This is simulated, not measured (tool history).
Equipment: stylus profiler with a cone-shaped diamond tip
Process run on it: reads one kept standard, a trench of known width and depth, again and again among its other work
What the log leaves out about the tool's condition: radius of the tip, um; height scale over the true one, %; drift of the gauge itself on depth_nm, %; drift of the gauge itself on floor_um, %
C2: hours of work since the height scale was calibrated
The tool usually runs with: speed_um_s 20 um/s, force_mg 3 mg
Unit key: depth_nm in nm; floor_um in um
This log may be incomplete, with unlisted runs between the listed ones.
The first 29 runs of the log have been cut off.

{"run": 30, "day": 67.512, "speed_um_s": 14, "force_mg": 1.59, "scans with this tip": 11574, "C2": 1654, "depth_nm": 100.21, "floor_um": 28.49}
{"run": 31, "day": 70.096, "speed_um_s": 14, "force_mg": 1.59, "scans with this tip": 11749, "C2": 1680, "depth_nm": 100.17, "floor_um": 28.52}
{"run": 32, "day": 71.962, "speed_um_s": 14, "force_mg": 1.59, "scans with this tip": 11876, "C2": 1698, "depth_nm": 100.2, "floor_um": 28.5}
{"run": 33, "day": 73.354, "speed_um_s": 5, "force_mg": 1.9, "scans with this tip": 11971, "C2": 1711, "depth_nm": 100.26, "floor_um": 28.59}
{"run": 34, "day": 75.329, "speed_um_s": 23, "force_mg": 1.72, "scans with this tip": 12105, "C2": 1730, "depth_nm": 100.24, "floor_um": 28.44}
{"run": 35, "day": 76.8, "speed_um_s": 20, "force_mg": 1.19, "scans with this tip": 12205, "C2": 1745, "depth_nm": 100.06, "floor_um": 28.45}
{"run": 36, "day": 79.642, "speed_um_s": 20, "force_mg": 1.19, "scans with this tip": 12398, "C2": 1772, "depth_nm": 100.09, "floor_um": 28.42}
{"run": 37, "day": 82.317, "speed_um_s": 65, "force_mg": 2.51, "scans with this tip": 12580, "C2": 1798, "depth_nm": 100.33, "floor_um": 28.37}
{"run": 38, "day": 84.367, "speed_um_s": 27, "force_mg": 6.99, "scans with this tip": 12719, "C2": 1818, "depth_nm": 100.93, "floor_um": 28.53}
{"run": 39, "day": 87.275, "speed_um_s": 51, "force_mg": 1.42, "scans with this tip": 12917, "C2": 1846, "depth_nm": 100.14, "floor_um": 28.36}
{"run": 40, "day": 89.992, "speed_um_s": 38, "force_mg": 1.01, "scans with this tip": 13102, "C2": 1873, "depth_nm": 100.05, "floor_um": 28.35}
{"run": 41, "day": 91.675, "speed_um_s": 38, "force_mg": 1.01, "scans with this tip": 13216, "C2": 1889, "depth_nm": 100.03, "floor_um": 28.36}

Branching from run 41: 3 alternative next runs. What would each branch give?
{"run": "A", "day": 93.258, "speed_um_s": 13, "force_mg": 2.32, "scans with this tip": 13324, "C2": 1905, "depth_nm": "?", "floor_um": "?"}
{"run": "B", "day": 93.258, "speed_um_s": 52, "force_mg": 2.15, "scans with this tip": 13324, "C2": 1905, "depth_nm": "?", "floor_um": "?"}
{"run": "C", "day": 93.258, "speed_um_s": 51, "force_mg": 8.52, "scans with this tip": 13324, "C2": 1905, "depth_nm": "?", "floor_um": "?"}

run=A depth_nm=100.28 floor_um=28.5
run=B depth_nm=100.23 floor_um=28.36
run=C depth_nm=101.08 floor_um=28.47
With no hidden state in the tool, these same runs would have given:
run=A depth_nm=100.57 floor_um=28.69
run=B depth_nm=100.52 floor_um=28.54
run=C depth_nm=101.37 floor_um=28.65
